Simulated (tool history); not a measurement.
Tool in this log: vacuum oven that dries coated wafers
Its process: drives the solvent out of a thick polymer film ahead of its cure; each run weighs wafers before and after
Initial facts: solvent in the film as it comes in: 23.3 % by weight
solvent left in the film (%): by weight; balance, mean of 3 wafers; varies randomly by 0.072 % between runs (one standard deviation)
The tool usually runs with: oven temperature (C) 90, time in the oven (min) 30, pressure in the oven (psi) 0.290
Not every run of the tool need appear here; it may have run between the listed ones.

run 1 hour=0.0 | oven_temperature_(C)=90 time_in_the_oven_(min)=30 pressure_in_the_oven_(psi)=0.290 | solvent_left_in_the_film_(%)=5.28
run 2 hour=10.9 | oven_temperature_(C)=90 time_in_the_oven_(min)=30 pressure_in_the_oven_(psi)=0.151 | solvent_left_in_the_film_(%)=4.42
run 3 hour=23.8 | oven_temperature_(C)=93 time_in_the_oven_(min)=30 pressure_in_the_oven_(psi)=0.290 | solvent_left_in_the_film_(%)=4.03
run 4 hour=37.5 | oven_temperature_(C)=93 time_in_the_oven_(min)=30 pressure_in_the_oven_(psi)=0.290 | solvent_left_in_the_film_(%)=4.03
run 5 hour=56.4 | oven_temperature_(C)=90 time_in_the_oven_(min)=30 pressure_in_the_oven_(psi)=0.290 | solvent_left_in_the_film_(%)=5.28
-- hour=59.4 vacuum gauge cleaned of residue and calibrated
run 6 hour=69.0 | oven_temperature_(C)=90 time_in_the_oven_(min)=30 pressure_in_the_oven_(psi)=0.180 | solvent_left_in_the_film_(%)=4.58
run 7 hour=81.9 | oven_temperature_(C)=90 time_in_the_oven_(min)=30 pressure_in_the_oven_(psi)=0.180 | solvent_left_in_the_film_(%)=4.55
run 8 hour=93.5 | oven_temperature_(C)=90 time_in_the_oven_(min)=30 pressure_in_the_oven_(psi)=0.180 | solvent_left_in_the_film_(%)=4.63
run 9 hour=104.6 | oven_temperature_(C)=90 time_in_the_oven_(min)=30 pressure_in_the_oven_(psi)=0.395 | solvent_left_in_the_film_(%)=5.77
-- hour=109.2 vacuum gauge cleaned of residue and calibrated, once more
run 10 hour=118.2 | oven_temperature_(C)=99 time_in_the_oven_(min)=35 pressure_in_the_oven_(psi)=0.975 | solvent_left_in_the_film_(%)=5.11
run 11 hour=134.3 | oven_temperature_(C)=82 time_in_the_oven_(min)=50 pressure_in_the_oven_(psi)=0.718 | solvent_left_in_the_film_(%)=9.50
run 12 hour=147.8 | oven_temperature_(C)=88 time_in_the_oven_(min)=50 pressure_in_the_oven_(psi)=0.299 | solvent_left_in_the_film_(%)=3.68
run 13 hour=161.9 | oven_temperature_(C)=88 time_in_the_oven_(min)=24 pressure_in_the_oven_(psi)=0.151 | solvent_left_in_the_film_(%)=6.61
run 14 hour=179.6 | oven_temperature_(C)=104 time_in_the_oven_(min)=49 pressure_in_the_oven_(psi)=0.152 | solvent_left_in_the_film_(%)=0.67
run 15 hour=198.1 | oven_temperature_(C)=104 time_in_the_oven_(min)=49 pressure_in_the_oven_(psi)=0.152 | solvent_left_in_the_film_(%)=0.61
run 16 hour=207.6 | oven_temperature_(C)=90 time_in_the_oven_(min)=31 pressure_in_the_oven_(psi)=0.290 | solvent_left_in_the_film_(%)=4.93
run 17 hour=226.7 | oven_temperature_(C)=78 time_in_the_oven_(min)=22 pressure_in_the_oven_(psi)=0.392 | solvent_left_in_the_film_(%)=13.40
run 18 hour=242.2 | oven_temperature_(C)=95 time_in_the_oven_(min)=53 pressure_in_the_oven_(psi)=0.238 | solvent_left_in_the_film_(%)=1.67

Alternative continuations, all from the tool just after run 18; predict every row:
run A hour=261.2 | oven_temperature_(C)=92 time_in_the_oven_(min)=33 pressure_in_the_oven_(psi)=0.212 | solvent_left_in_the_film_(%)=?
run B hour=261.2 | oven_temperature_(C)=103 time_in_the_oven_(min)=42 pressure_in_the_oven_(psi)=0.477 | solvent_left_in_the_film_(%)=?
run C hour=261.2 | oven_temperature_(C)=94 time_in_the_oven_(min)=30 pressure_in_the_oven_(psi)=0.187 | solvent_left_in_the_film_(%)=?

run=A solvent_left_in_the_film_(%)=3.36
run=B solvent_left_in_the_film_(%)=2.08
run=C solvent_left_in_the_film_(%)=2.99
Without the tool's hidden state the same runs would have given:
run=A solvent_left_in_the_film_(%)=3.40
run=B solvent_left_in_the_film_(%)=2.09
run=C solvent_left_in_the_film_(%)=3.03
